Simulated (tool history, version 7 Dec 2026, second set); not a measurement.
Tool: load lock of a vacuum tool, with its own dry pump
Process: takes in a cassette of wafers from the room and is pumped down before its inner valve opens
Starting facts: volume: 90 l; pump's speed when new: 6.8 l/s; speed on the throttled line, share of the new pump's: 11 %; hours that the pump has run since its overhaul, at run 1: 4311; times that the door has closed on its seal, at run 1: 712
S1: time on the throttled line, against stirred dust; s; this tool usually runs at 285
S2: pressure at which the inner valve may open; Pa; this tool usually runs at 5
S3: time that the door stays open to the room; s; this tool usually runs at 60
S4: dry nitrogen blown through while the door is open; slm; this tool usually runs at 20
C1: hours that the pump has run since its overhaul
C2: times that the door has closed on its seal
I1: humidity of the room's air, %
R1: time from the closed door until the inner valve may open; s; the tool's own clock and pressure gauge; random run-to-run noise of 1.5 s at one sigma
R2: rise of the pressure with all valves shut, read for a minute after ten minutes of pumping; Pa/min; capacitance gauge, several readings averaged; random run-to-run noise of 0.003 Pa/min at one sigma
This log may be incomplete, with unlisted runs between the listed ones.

run 1 hour=0 | S1=285 S2=5 S3=60 S4=20 | C1=4311 C2=712 | I1=49.1 | R1=391.2 R2=0.037
run 2 hour=332.3 | S1=285 S2=5 S3=60 S4=20 | C1=4643 C2=1871 | I1=45.1 | R1=390 R2=0.038
run 3 hour=553.3 | S1=285 S2=5 S3=60 S4=20 | C1=4864 C2=2641 | I1=43.4 | R1=390.1 R2=0.046
run 4 hour=831.5 | S1=285 S2=5 S3=60 S4=20 | C1=5142 C2=3611 | I1=48.3 | R1=390.3 R2=0.061
run 5 hour=1046.3 | S1=285 S2=5 S3=60 S4=20 | C1=5357 C2=4360 | I1=45.9 | R1=393 R2=0.06
run 6 hour=1377.8 | S1=285 S2=4 S3=60 S4=20 | C1=5689 C2=5516 | I1=46.2 | R1=394.7 R2=0.068
run 7 hour=1706.8 | S1=285 S2=6 S3=60 S4=20 | C1=6018 C2=6663 | I1=42.4 | R1=392.8 R2=0.065
run 8 hour=1949.6 | S1=285 S2=5 S3=60 S4=20 | C1=6260 C2=7509 | I1=45.5 | R1=392.3 R2=0.073
run 9 hour=2262.7 | S1=285 S2=5 S3=54 S4=20 | C1=6574 C2=8601 | I1=45.5 | R1=393.7 R2=0.085
run 10 hour=2535.2 | S1=202 S2=5 S3=60 S4=20 | C1=6846 C2=9551 | I1=42.8 | R1=320.6 R2=0.093
run 11 hour=2759.9 | S1=285 S2=5 S3=60 S4=17 | C1=7071 C2=10334 | I1=44.7 | R1=393.8 R2=0.099
run 12 hour=3128.8 | S1=285 S2=6 S3=60 S4=17 | C1=7440 C2=11620 | I1=45 | R1=390.8 R2=0.12
run 13 hour=3311.7 | S1=285 S2=6 S3=60 S4=17 | C1=7623 C2=12258 | I1=45.1 | R1=393.1 R2=0.12
run 14 hour=3661.7 | S1=285 S2=5 S3=60 S4=20 | C1=7973 C2=13478 | I1=45 | R1=393.7 R2=0.13
run 15 hour=4021.4 | S1=285 S2=5 S3=43 S4=20 | C1=8332 C2=14732 | I1=45.3 | R1=395.3 R2=0.134
run 16 hour=4350.4 | S1=285 S2=5 S3=43 S4=20 | C1=8661 C2=15879 | I1=46.3 | R1=396.3 R2=0.155
run 17 hour=4713.1 | S1=285 S2=5 S3=26 S4=20 | C1=9024 C2=17143 | I1=46.4 | R1=396.6 R2=0.158
run 18 hour=4923.8 | S1=285 S2=5 S3=26 S4=20 | C1=9235 C2=17878 | I1=42.2 | R1=395.8 R2=0.16
run 19 hour=5073.7 | S1=332 S2=5 S3=60 S4=20 | C1=9384 C2=18400 | I1=44.4 | R1=435.4 R2=0.187
run 20 hour=5401.5 | S1=285 S2=5 S3=48 S4=20 | C1=9712 C2=19543 | I1=44.5 | R1=398 R2=0.194
run 21 hour=5676.1 | S1=285 S2=5 S3=48 S4=20 | C1=9987 C2=20501 | I1=48.9 | R1=396.7 R2=0.216
run 22 hour=5974 | S1=338 S2=5 S3=60 S4=41 | C1=10285 C2=21539 | I1=45.2 | R1=449 R2=0.224
run 23 hour=6250.6 | S1=338 S2=5 S3=60 S4=41 | C1=10561 C2=22504 | I1=44.7 | R1=447.5 R2=0.224

Run 24 has not been measured yet. What should we expect?
run 24 hour=6417.8 | S1=285 S2=5 S3=32 S4=20 | C1=10729 C2=23087 | I1=45 | R1=? R2=?

{"run 24": {"R1": 400.5, "R2": 0.245}}
Minus the tool's unlogged condition, the same run would have read R1 389.2 s, R2 0.024 Pa/min.

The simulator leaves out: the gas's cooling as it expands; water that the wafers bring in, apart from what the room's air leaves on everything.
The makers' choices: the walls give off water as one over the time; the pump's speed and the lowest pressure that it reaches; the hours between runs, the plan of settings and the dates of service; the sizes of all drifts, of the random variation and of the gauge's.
